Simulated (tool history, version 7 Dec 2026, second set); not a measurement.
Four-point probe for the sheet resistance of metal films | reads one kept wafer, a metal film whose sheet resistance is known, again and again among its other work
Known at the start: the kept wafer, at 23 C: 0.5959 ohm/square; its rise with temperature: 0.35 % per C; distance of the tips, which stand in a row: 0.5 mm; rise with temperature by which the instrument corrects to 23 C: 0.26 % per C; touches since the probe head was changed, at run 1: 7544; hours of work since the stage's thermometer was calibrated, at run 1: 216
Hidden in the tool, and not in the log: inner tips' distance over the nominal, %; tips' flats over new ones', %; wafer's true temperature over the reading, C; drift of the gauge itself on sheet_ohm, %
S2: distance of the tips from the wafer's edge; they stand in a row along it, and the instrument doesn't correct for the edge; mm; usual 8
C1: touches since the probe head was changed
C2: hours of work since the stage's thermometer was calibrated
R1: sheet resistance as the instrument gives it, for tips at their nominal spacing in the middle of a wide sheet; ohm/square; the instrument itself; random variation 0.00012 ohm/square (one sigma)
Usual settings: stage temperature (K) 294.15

run 1 hour=0.0 | stage_temperature_(K)=294.15 S2=8 | C1=7544 C2=216 | R1=0.595599
run 2 hour=10.1 | stage_temperature_(K)=294.15 S2=8 | C1=7677 C2=222 | R1=0.595546
run 3 hour=22.0 | stage_temperature_(K)=303.15 S2=8 | C1=7833 C2=229 | R1=0.600645
run 4 hour=39.3 | stage_temperature_(K)=292.15 S2=8 | C1=8061 C2=239 | R1=0.594275
run 5 hour=47.6 | stage_temperature_(K)=292.15 S2=8 | C1=8171 C2=244 | R1=0.594571
run 6 hour=58.9 | stage_temperature_(K)=294.15 S2=7 | C1=8319 C2=250 | R1=0.596132
run 7 hour=66.0 | stage_temperature_(K)=294.15 S2=3 | C1=8413 C2=255 | R1=0.603071
run 8 hour=73.6 | stage_temperature_(K)=294.15 S2=3 | C1=8513 C2=259 | R1=0.602922
run 9 hour=82.9 | stage_temperature_(K)=294.15 S2=3 | C1=8636 C2=265 | R1=0.603081
run 10 hour=96.2 | stage_temperature_(K)=294.15 S2=8 | C1=8811 C2=272 | R1=0.595430
run 11 hour=112.2 | stage_temperature_(K)=294.15 S2=8 | C1=9021 C2=282 | R1=0.595673
run 12 hour=120.7 | stage_temperature_(K)=300.15 S2=39 | C1=9134 C2=287 | R1=0.597682
run 13 hour=134.3 | stage_temperature_(K)=295.15 S2=4 | C1=9313 C2=295 | R1=0.599779
run 14 hour=149.3 | stage_temperature_(K)=295.15 S2=4 | C1=9509 C2=304 | R1=0.599816
-- hour=151.3 stage's thermometer calibrated
run 15 hour=158.8 | stage_temperature_(K)=294.15 S2=17 | C1=9629 C2=4 | R1=0.594203
run 16 hour=175.9 | stage_temperature_(K)=297.15 S2=18 | C1=9853 C2=14 | R1=0.596064
run 17 hour=190.7 | stage_temperature_(K)=294.15 S2=10 | C1=10048 C2=23 | R1=0.594886
run 18 hour=207.3 | stage_temperature_(K)=301.15 S2=36 | C1=10267 C2=33 | R1=0.598491
run 19 hour=220.2 | stage_temperature_(K)=301.15 S2=32 | C1=10437 C2=40 | R1=0.598288
run 20 hour=228.8 | stage_temperature_(K)=301.15 S2=32 | C1=10550 C2=46 | R1=0.598399
run 21 hour=240.3 | stage_temperature_(K)=301.15 S2=32 | C1=10701 C2=52 | R1=0.598278

4 ways to go on from here, each from the tool as it stands after run 21. What would each give?
-- hour=249.2 stage's thermometer calibrated, once more
run A hour=251.8 | stage_temperature_(K)=303.15 S2=8 | C1=10846 C2=2 | R1=?
-- hour=249.2 stage's thermometer calibrated, once more
run B hour=251.8 | stage_temperature_(K)=294.15 S2=34 | C1=10846 C2=2 | R1=?
-- hour=249.2 stage's thermometer calibrated, once more
run C hour=251.8 | stage_temperature_(K)=306.15 S2=43 | C1=10846 C2=2 | R1=?
-- hour=249.2 stage's thermometer calibrated, once more
run D hour=251.8 | stage_temperature_(K)=295.15 S2=6 | C1=10846 C2=2 | R1=?

run=A R1=0.601115
run=B R1=0.594727
run=C R1=0.601260
run=D R1=0.597299
Without the tool's hidden state the same runs would have given:
run=A R1=0.601231
run=B R1=0.594840
run=C R1=0.601377
run=D R1=0.597413

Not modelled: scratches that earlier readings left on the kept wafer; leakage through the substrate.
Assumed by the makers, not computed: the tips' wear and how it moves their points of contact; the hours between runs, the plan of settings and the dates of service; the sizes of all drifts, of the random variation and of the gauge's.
